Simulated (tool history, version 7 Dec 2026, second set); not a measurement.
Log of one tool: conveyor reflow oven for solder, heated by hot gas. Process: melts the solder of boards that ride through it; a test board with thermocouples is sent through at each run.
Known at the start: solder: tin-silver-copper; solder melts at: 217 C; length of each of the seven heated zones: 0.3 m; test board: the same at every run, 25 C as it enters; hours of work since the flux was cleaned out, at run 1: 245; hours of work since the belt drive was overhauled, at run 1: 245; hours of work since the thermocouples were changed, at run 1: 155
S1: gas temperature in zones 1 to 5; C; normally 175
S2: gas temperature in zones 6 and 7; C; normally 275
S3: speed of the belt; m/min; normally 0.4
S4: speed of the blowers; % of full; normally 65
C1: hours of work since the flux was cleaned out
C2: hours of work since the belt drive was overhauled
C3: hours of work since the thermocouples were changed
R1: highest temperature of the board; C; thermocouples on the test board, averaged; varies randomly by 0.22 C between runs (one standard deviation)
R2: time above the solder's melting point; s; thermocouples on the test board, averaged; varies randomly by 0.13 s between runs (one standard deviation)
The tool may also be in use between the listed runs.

run	hour	S1	S2	S3	S4	C1	C2	C3	R1	R2
1	0	175	275	0.4	65	245	245	155	259.7	73.5
2	13.3	170	275	0.4	65	252	252	163	258	70.8
3	36.4	170	275	0.4	65	265	265	175	258.6	70.9
4	54	175	275	0.4	65	274	274	184	259.3	73.1
5	70.7	175	275	0.4	65	283	283	193	259.6	73.3
# hour 84.3: flux residue cleaned out of gas plates and filters
6	93.4	175	275	0.4	65	5	292	202	259.5	73.4
7	106.3	175	275	0.4	65	12	299	209	259.6	73.4
8	129.9	175	272	0.4	65	24	312	222	256.7	71.4
9	147.9	175	272	0.4	65	34	321	231	256.4	71.4
10	171	175	268	0.4	65	46	334	244	252.7	68.6
11	188	175	268	0.4	65	55	343	253	253.4	68.9
12	210.4	175	268	0.4	65	67	355	265	253.2	68.8
13	224.5	188	275	0.4	65	75	362	272	261.6	80.7
14	247.4	188	275	0.4	65	87	374	284	261.9	80.7
15	264.4	188	275	0.4	65	96	383	293	261.8	80.6
16	277.4	175	275	0.4	65	103	390	300	259.1	73.5
17	292.1	167	274	0.4	50	111	398	308	253.9	65.5
18	313.3	180	268	0.4	80	122	409	319	256.2	73.6
19	334.6	180	285	0.381	80	133	421	331	272.9	87.7
20	359.1	175	283	0.422	65	146	434	344	264.4	72.6
21	373.8	175	279	0.4	65	154	442	352	262.7	75.8
22	390.4	175	279	0.4	65	163	451	361	263.4	75.8
23	405.7	175	279	0.4	65	171	459	369	262.9	75.8
24	415.9	185	269	0.367	77	176	464	374	259.5	85.9
25	433.9	185	269	0.457	66	186	474	384	251.7	62
26	447	185	269	0.457	66	193	481	391	251.9	62.1
27	469.1	185	273	0.322	66	205	492	402	264.5	102.2
28	480	175	275	0.388	78	211	498	408	261.7	78.1
29	499	175	275	0.388	78	221	508	418	262	78.2
30	523.3	168	275	0.475	78	234	521	431	254.1	55
31	537.9	175	284	0.4	83	241	529	439	270	80.2
32	558.8	175	284	0.4	83	253	540	450	269.7	80.2

Branching from run 32: 3 alternative next runs. What would each branch give?
A	578.9	181	275	0.4	65	263	551	461	?	?
B	578.9	175	275	0.4	65	263	551	461	?	?
C	578.9	168	270	0.4	83	263	551	461	?	?

run	R1	R2
A	260.4	76.7
B	259.1	73.3
C	256.4	69.3
The same runs, with their run-to-run variation unchanged, on a tool lacking any hidden condition would have given:
run	R1	R2
A	260.5	76.7
B	259.2	73.3
C	256.5	69.4
